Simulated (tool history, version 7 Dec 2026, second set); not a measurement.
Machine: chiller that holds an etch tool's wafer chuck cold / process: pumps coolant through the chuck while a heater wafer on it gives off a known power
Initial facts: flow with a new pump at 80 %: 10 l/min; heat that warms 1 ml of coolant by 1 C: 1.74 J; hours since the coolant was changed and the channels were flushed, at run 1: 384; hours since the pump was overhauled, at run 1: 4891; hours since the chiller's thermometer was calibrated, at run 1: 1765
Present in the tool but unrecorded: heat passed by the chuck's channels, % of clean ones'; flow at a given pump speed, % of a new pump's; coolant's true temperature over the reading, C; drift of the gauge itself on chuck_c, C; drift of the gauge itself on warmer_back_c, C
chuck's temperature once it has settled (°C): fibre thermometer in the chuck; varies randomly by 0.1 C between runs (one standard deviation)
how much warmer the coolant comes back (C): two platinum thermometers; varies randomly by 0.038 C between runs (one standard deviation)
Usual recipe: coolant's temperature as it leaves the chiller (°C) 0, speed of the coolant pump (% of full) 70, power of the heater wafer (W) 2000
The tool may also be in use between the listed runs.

run	day	coolant's temperature as it leaves the chiller (°C)	speed of the coolant pump (% of full)	power of the heater wafer (W)	hours since the coolant was changed and the channels were flushed	hours since the pump was overhauled	hours since the chiller's thermometer was calibrated	chuck's temperature once it has settled (°C)	how much warmer the coolant comes back (C)
1	0.000	0	70	2000	384	4891	1765	18.4	7.93
2	3.292	0	70	2000	463	4970	1844	18.6	7.99
3	7.683	-9	70	2000	569	5076	1950	9.4	7.92
4	11.738	2	70	2000	666	5173	2047	20.3	7.99
5	15.450	0	77	2000	755	5262	2136	17.2	7.07
6	18.346	0	77	2000	825	5332	2206	17.2	7.17
7	21.825	0	70	1854	908	5415	2289	17.0	7.31
8	25.138	4	70	2000	988	5495	2369	22.6	7.92
9	29.254	0	81	2000	1086	5593	2468	16.7	6.81
10	32.912	0	81	2000	1174	5681	2555	16.7	6.81
11	38.375	0	70	1151	1305	5812	2686	10.6	4.58
12	41.671	0	86	2000	1384	5891	2765	16.0	6.42
13	45.925	6	70	2000	1487	5994	2868	24.1	7.94
14	49.950	-5	70	2000	1583	6090	2964	13.2	7.93
15	53.783	-5	70	1916	1675	6182	3056	12.4	7.62
16	58.071	-5	67	1916	1778	6285	3159	13.0	7.93
# day 63.562: chiller's thermometer calibrated
17	63.862	2	86	1557	1916	6423	7	14.7	4.97
18	66.579	0	78	1348	1981	6488	72	11.7	4.70
19	70.421	3	70	1019	2073	6580	165	12.5	4.07
20	75.433	3	70	1019	2194	6701	285	12.3	4.07
21	78.238	3	67	1653	2261	6768	352	18.6	6.81
22	81.246	0	61	2000	2333	6840	424	20.0	9.11
23	85.988	0	61	2000	2447	6954	538	20.1	9.05
24	91.342	0	61	2000	2576	7083	667	19.9	9.09
25	93.946	0	68	1662	2638	7145	729	15.5	6.78
26	98.942	0	68	1662	2758	7265	849	15.4	6.79
27	103.642	0	68	1662	2871	7378	962	15.4	6.79
28	107.117	0	68	1662	2954	7461	1045	15.5	6.77
29	111.154	0	97	1151	3051	7558	1142	8.6	3.27
30	114.283	-10	74	2000	3126	7633	1217	7.7	7.45
31	119.792	0	70	1271	3258	7765	1349	11.7	5.03

Consider 4 possible next runs. They are alternatives, not a sequence: every one starts from the tool as it was left by run 31. What does each give?
A	124.988	5	88	2326	3383	7890	1474	?	?
B	124.988	1	82	1592	3383	7890	1474	?	?
C	124.988	-1	62	1271	3383	7890	1474	?	?
D	124.988	0	70	1142	3383	7890	1474	?	?

run	chuck's temperature once it has settled (°C)	how much warmer the coolant comes back (C)
A	23.7	7.33
B	14.3	5.38
C	11.6	5.67
D	10.5	4.44
With no hidden state in the tool, these same runs would have given:
run	chuck's temperature once it has settled (°C)	how much warmer the coolant comes back (C)
A	23.7	7.32
B	14.3	5.37
C	11.6	5.66
D	10.5	4.44
